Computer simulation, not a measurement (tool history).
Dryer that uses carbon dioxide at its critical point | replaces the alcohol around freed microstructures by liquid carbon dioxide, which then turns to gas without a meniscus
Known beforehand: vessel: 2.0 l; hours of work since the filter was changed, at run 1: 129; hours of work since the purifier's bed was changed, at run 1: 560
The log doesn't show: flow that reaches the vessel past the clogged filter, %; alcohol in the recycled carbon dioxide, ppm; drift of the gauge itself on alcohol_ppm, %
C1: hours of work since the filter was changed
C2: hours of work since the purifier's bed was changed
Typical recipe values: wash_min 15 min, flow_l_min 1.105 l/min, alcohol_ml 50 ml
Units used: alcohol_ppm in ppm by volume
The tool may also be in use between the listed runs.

run 1 day=0 | wash_min=15 flow_l_min=1.105 alcohol_ml=50 | C1=129 C2=560 | alcohol_ppm=110
run 2 day=0.758 | wash_min=15 flow_l_min=1.64 alcohol_ml=50 | C1=142 C2=573 | alcohol_ppm=86
run 3 day=1.271 | wash_min=15 flow_l_min=1.105 alcohol_ml=50 | C1=151 C2=582 | alcohol_ppm=113
run 4 day=1.942 | wash_min=15 flow_l_min=1.105 alcohol_ml=50 | C1=163 C2=594 | alcohol_ppm=112
run 5 day=2.85 | wash_min=15 flow_l_min=1.105 alcohol_ml=50 | C1=179 C2=610 | alcohol_ppm=117
run 6 day=3.354 | wash_min=15 flow_l_min=1.26 alcohol_ml=50 | C1=188 C2=619 | alcohol_ppm=113
run 7 day=3.729 | wash_min=15 flow_l_min=1.26 alcohol_ml=50 | C1=195 C2=626 | alcohol_ppm=105
run 8 day=4.629 | wash_min=15 flow_l_min=1.105 alcohol_ml=50 | C1=211 C2=642 | alcohol_ppm=126
run 9 day=5.358 | wash_min=15 flow_l_min=1.105 alcohol_ml=50 | C1=224 C2=655 | alcohol_ppm=128

Run 10 has not been measured yet. What should we expect?
run 10 day=5.95 | wash_min=15 flow_l_min=1.105 alcohol_ml=50 | C1=234 C2=665 | alcohol_ppm=?

{"run 10": {"alcohol_ppm": 121}}
On a tool with no hidden condition, and with the same random variation, this run would have come out at alcohol_ppm 14 ppm by volume.
